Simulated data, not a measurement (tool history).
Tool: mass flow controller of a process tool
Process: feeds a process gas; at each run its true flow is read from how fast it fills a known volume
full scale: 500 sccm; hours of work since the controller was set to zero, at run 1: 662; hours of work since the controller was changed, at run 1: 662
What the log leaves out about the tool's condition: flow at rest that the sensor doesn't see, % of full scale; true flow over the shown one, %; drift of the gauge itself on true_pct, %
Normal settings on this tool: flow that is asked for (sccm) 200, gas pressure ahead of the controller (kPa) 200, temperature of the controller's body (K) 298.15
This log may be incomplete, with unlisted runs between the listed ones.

run,hour,flow that is asked for (sccm),gas pressure ahead of the controller (kPa),temperature of the controller's body (K),hours of work since the controller was set to zero,hours of work since the controller was changed,true flow (%)
1,0,200,200,298.15,662,662,99.63
2,117.8,200,200,298.15,725,725,99.87
3,215.4,200,200,298.15,776,776,99.57
4,323.6,200,200,298.15,834,834,99.68
5,455.6,200,200,293.15,904,904,99.49
6,583.2,482,200,293.15,972,972,99.8
7,733.7,200,200,298.15,1051,1051,99.64
8,809.2,200,200,298.15,1092,1092,99.57
9,887.4,200,200,298.15,1133,1133,99.67
10,1027.8,200,200,298.15,1207,1207,99.64
11,1127.8,200,200,302.15,1261,1261,100.01
12,1248.2,122,206,295.15,1324,1324,99.48
13,1382,60,206,312.15,1395,1395,100.5

The next listed run, before its measurement:
14,1484.2,378,151,294.15,1450,1450,?

{"run 14": {"true flow (%)": 99.25}}
Take away the tool's hidden state, keep the run-to-run variation as it was, and the same run would have given true flow (%) 99.26.
